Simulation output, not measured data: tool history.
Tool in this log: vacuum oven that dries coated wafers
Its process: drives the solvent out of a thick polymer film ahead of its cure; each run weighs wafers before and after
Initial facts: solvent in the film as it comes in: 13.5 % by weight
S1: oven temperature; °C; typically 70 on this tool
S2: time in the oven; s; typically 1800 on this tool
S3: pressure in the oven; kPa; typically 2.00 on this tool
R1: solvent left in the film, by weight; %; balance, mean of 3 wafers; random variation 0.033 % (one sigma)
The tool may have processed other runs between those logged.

run,hour,S1,S2,S3,R1
1,0.0,70,1800,2.00,2.71
2,94.1,70,1800,2.00,2.73
3,218.3,70,1800,2.00,2.82
4,293.9,70,1800,2.00,2.86
5,353.5,74,1800,2.00,2.12
6,429.3,74,1800,2.00,2.05
7,523.4,74,1800,2.00,2.10
8,602.5,74,1800,2.00,2.12
9,716.8,74,1800,2.00,2.11
# hour 762.3: oven's thermocouples calibrated
10,806.0,70,1800,2.00,2.78
11,936.7,70,1800,2.00,2.79
12,1064.7,70,1800,2.00,2.80
13,1146.6,70,1800,2.00,2.83
14,1233.7,70,1800,2.00,2.85
15,1326.0,70,1800,2.00,2.89
16,1450.5,70,1800,1.42,2.58
17,1516.8,70,2160,2.00,2.54
18,1596.4,70,2460,2.00,2.42
19,1675.1,70,2460,2.00,2.39
20,1769.9,70,2460,2.00,2.44
# hour 1849.6: vacuum gauge cleaned of residue and calibrated
21,1865.8,70,2460,2.00,1.65
22,1922.7,70,2460,2.00,1.71
23,2048.9,59,2460,1.59,3.92
# hour 2114.5: oven's thermocouples calibrated
24,2131.4,70,1680,5.57,4.33
25,2199.3,70,2220,2.00,1.77
26,2281.1,83,2220,1.74,0.61
27,2354.8,74,2220,5.34,3.03
28,2450.9,69,2160,1.40,1.82
29,2527.0,69,2160,1.40,1.69
30,2620.8,69,2160,1.40,1.79
31,2712.6,69,1980,2.00,2.37
32,2822.7,58,2280,2.00,4.94
33,2911.9,58,2280,7.39,9.30
34,2997.2,58,2280,7.39,9.28
35,3089.5,65,2520,7.39,6.49
36,3207.6,61,1020,4.29,7.96
37,3277.1,61,1560,2.28,5.61
38,3330.0,61,1320,2.54,6.32
39,3422.9,70,1140,3.16,4.46
# hour 3466.3: oven's thermocouples calibrated
40,3521.7,70,1140,3.16,4.38
41,3592.2,70,1140,3.16,4.37

Below are 5 alternative next runs, each starting from the tool's condition after run 41. Predict each:
A,3721.1,70,2640,2.35,?
B,3721.1,60,1140,3.16,?
C,3721.1,76,1800,2.46,?
D,3721.1,70,1800,2.84,?
E,3721.1,63,960,2.00,?

run,R1
A,2.07
B,7.38
C,1.70
D,3.12
E,6.46
With the hidden condition removed and each run's random variation left untouched, the same runs would have given:
run,R1
A,1.75
B,7.02
C,1.45
D,2.79
E,6.13

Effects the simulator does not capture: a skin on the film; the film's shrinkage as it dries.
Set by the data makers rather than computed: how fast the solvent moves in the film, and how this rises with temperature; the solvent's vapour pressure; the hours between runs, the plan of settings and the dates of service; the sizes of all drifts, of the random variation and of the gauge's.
